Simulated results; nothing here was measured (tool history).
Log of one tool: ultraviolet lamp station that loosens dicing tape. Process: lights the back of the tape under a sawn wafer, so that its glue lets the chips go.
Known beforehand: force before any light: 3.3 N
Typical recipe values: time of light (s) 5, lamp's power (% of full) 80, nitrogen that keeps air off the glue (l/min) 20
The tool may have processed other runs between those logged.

run,hour,time of light (s),lamp's power (% of full),nitrogen that keeps air off the glue (l/min),force that peels the tape off (N),light that reached the tape (J/m2)
1,0.0,5,80,20,0.614,1700
# hour 5.9: window cleaned of glue's vapour
2,13.1,5,80,20,0.722,1500
3,27.4,3,80,20,1.236,860
4,39.4,3,80,24,1.174,870
5,55.5,3,80,24,1.188,900
6,69.5,3,80,24,1.244,920
# hour 85.5: window cleaned of glue's vapour, once more
7,93.9,3,80,24,0.865,1160
8,107.2,3,80,24,0.949,1140
9,130.2,3,80,24,0.930,1120
10,151.9,3,80,24,0.923,1160
11,162.3,3,80,24,0.938,1150
12,178.7,3,80,24,0.941,1130
13,204.4,10,80,24,0.237,3790
14,224.7,10,80,24,0.216,3690
15,249.0,5,80,20,0.548,1830
16,273.3,5,80,20,0.566,1810
17,289.7,5,80,20,0.566,1830
18,306.1,5,80,20,0.551,1790
19,320.7,5,80,20,0.568,1830
20,334.4,5,80,20,0.578,1790
21,348.9,5,80,20,0.558,1810
22,363.0,5,80,20,0.593,1760
23,384.4,5,80,20,0.618,1760
24,398.8,5,75,37,0.501,1690
25,414.1,5,75,7,1.058,1660
26,431.5,5,90,10,0.735,1970
27,447.1,2,90,24,1.342,780
28,462.1,2,90,24,1.374,740
29,482.6,2,83,34,1.339,710
30,496.0,3,92,20,0.953,1150
31,517.7,5,78,31,0.539,1630
32,531.3,5,89,31,0.426,1890
33,555.7,4,89,7,1.170,1520
34,573.9,5,63,20,0.857,1310
35,593.2,3,68,7,1.804,840
36,606.5,5,83,20,0.614,1690
37,624.2,9,88,28,0.235,3260
38,641.9,7,71,19,0.489,2040
39,663.7,7,71,19,0.494,1920
40,675.4,2,75,20,1.765,610
41,691.9,2,75,20,1.756,590
42,716.5,2,75,20,1.724,590
43,740.1,2,75,20,1.761,570

Some steps in force that peels the tape off (N), run to run, broken into two amounts with sign: the step expected even without the hidden condition (settings, incoming material, random variation), and the rest, left for the hidden condition together with whatever gauge scatter is not in both the measured and the hidden-condition-free result:
Hidden state at play: lamp's light, % of a new lamp's; light that the window lets through, % of a clean one's; drift of the gauge itself on peel_n, %; drift of the gauge itself on dose_mj_cm2, %.
Run 6 -> 7: window cleaned of glue's vapour, once more. force that peels the tape off (N) -0.379: hidden state -0.314, all else -0.065.
Run 34 -> 35: time of light (s) 5 -> 3, lamp's power (% of full) 63 -> 68, nitrogen that keeps air off the glue (l/min) 20 -> 7. force that peels the tape off (N) +0.947: hidden state +0.030, all else +0.917.
Run 35 -> 36: time of light (s) 3 -> 5, lamp's power (% of full) 68 -> 83, nitrogen that keeps air off the glue (l/min) 7 -> 20. force that peels the tape off (N) -1.190: hidden state -0.064, all else -1.126.
Run 36 -> 37: time of light (s) 5 -> 9, lamp's power (% of full) 83 -> 88, nitrogen that keeps air off the glue (l/min) 20 -> 28. force that peels the tape off (N) -0.379: hidden state -0.124, all else -0.255.
Run 39 -> 40: time of light (s) 7 -> 2, lamp's power (% of full) 71 -> 75, nitrogen that keeps air off the glue (l/min) 19 -> 20. force that peels the tape off (N) +1.271: hidden state +0.127, all else +1.144.

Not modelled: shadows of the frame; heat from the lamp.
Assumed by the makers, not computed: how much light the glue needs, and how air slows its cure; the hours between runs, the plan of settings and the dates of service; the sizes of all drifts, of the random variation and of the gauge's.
